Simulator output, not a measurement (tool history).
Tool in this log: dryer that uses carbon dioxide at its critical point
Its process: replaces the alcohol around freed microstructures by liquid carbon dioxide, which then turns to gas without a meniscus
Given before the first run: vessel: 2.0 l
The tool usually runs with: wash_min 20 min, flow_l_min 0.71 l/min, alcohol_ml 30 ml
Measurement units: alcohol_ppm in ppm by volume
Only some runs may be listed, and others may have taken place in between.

{"run": 1, "hour": 0.0, "wash_min": 20, "flow_l_min": 0.71, "alcohol_ml": 30, "alcohol_ppm": 104}
{"run": 2, "hour": 12.0, "wash_min": 20, "flow_l_min": 0.71, "alcohol_ml": 30, "alcohol_ppm": 107}
{"run": 3, "hour": 29.2, "wash_min": 20, "flow_l_min": 0.71, "alcohol_ml": 105, "alcohol_ppm": 343}
{"run": 4, "hour": 43.5, "wash_min": 20, "flow_l_min": 0.71, "alcohol_ml": 105, "alcohol_ppm": 346}
{"run": 5, "hour": 55.4, "wash_min": 20, "flow_l_min": 0.71, "alcohol_ml": 76, "alcohol_ppm": 264}
{"run": 6, "hour": 63.5, "wash_min": 20, "flow_l_min": 0.71, "alcohol_ml": 76, "alcohol_ppm": 260}
{"run": 7, "hour": 81.3, "wash_min": 20, "flow_l_min": 0.71, "alcohol_ml": 76, "alcohol_ppm": 264}
{"run": 8, "hour": 97.8, "wash_min": 20, "flow_l_min": 0.71, "alcohol_ml": 76, "alcohol_ppm": 263}
{"run": 9, "hour": 109.5, "wash_min": 20, "flow_l_min": 0.71, "alcohol_ml": 76, "alcohol_ppm": 266}
{"run": 10, "hour": 124.6, "wash_min": 20, "flow_l_min": 0.71, "alcohol_ml": 30, "alcohol_ppm": 110}
{"run": 11, "hour": 140.4, "wash_min": 29, "flow_l_min": 0.882, "alcohol_ml": 31, "alcohol_ppm": 5}
{"run": 12, "hour": 156.8, "wash_min": 22, "flow_l_min": 0.728, "alcohol_ml": 67, "alcohol_ppm": 136}
{"run": 13, "hour": 173.4, "wash_min": 22, "flow_l_min": 0.728, "alcohol_ml": 67, "alcohol_ppm": 131}
{"run": 14, "hour": 184.8, "wash_min": 20, "flow_l_min": 0.86, "alcohol_ml": 64, "alcohol_ppm": 94}
{"run": 15, "hour": 201.2, "wash_min": 20, "flow_l_min": 0.86, "alcohol_ml": 64, "alcohol_ppm": 92}
{"run": 16, "hour": 213.2, "wash_min": 28, "flow_l_min": 0.436, "alcohol_ml": 31, "alcohol_ppm": 264}
{"run": 17, "hour": 223.4, "wash_min": 26, "flow_l_min": 0.887, "alcohol_ml": 114, "alcohol_ppm": 38}
{"run": 18, "hour": 231.1, "wash_min": 26, "flow_l_min": 0.887, "alcohol_ml": 114, "alcohol_ppm": 32}
{"run": 19, "hour": 242.9, "wash_min": 26, "flow_l_min": 0.735, "alcohol_ml": 114, "alcohol_ppm": 93}

For some of the steps in alcohol_ppm from one run to the next: how much would appear even if the tool had no hidden state, given the settings, what came in and random variation, and how much remains for the hidden state plus any gauge scatter that the measured result and the result without hidden state don't share?
Hidden state at play: flow that reaches the vessel past the clogged filter, %; alcohol in the recycled carbon dioxide, ppm; drift of the gauge itself on alcohol_ppm, %.
Run 2 -> 3: alcohol_ml 30 -> 105. alcohol_ppm +236 ppm by volume: hidden state +18, all else +218.
Run 16 -> 17: wash_min 28 -> 26, flow_l_min 0.436 -> 0.887, alcohol_ml 31 -> 114. alcohol_ppm -226 ppm by volume: hidden state -28, all else -198.
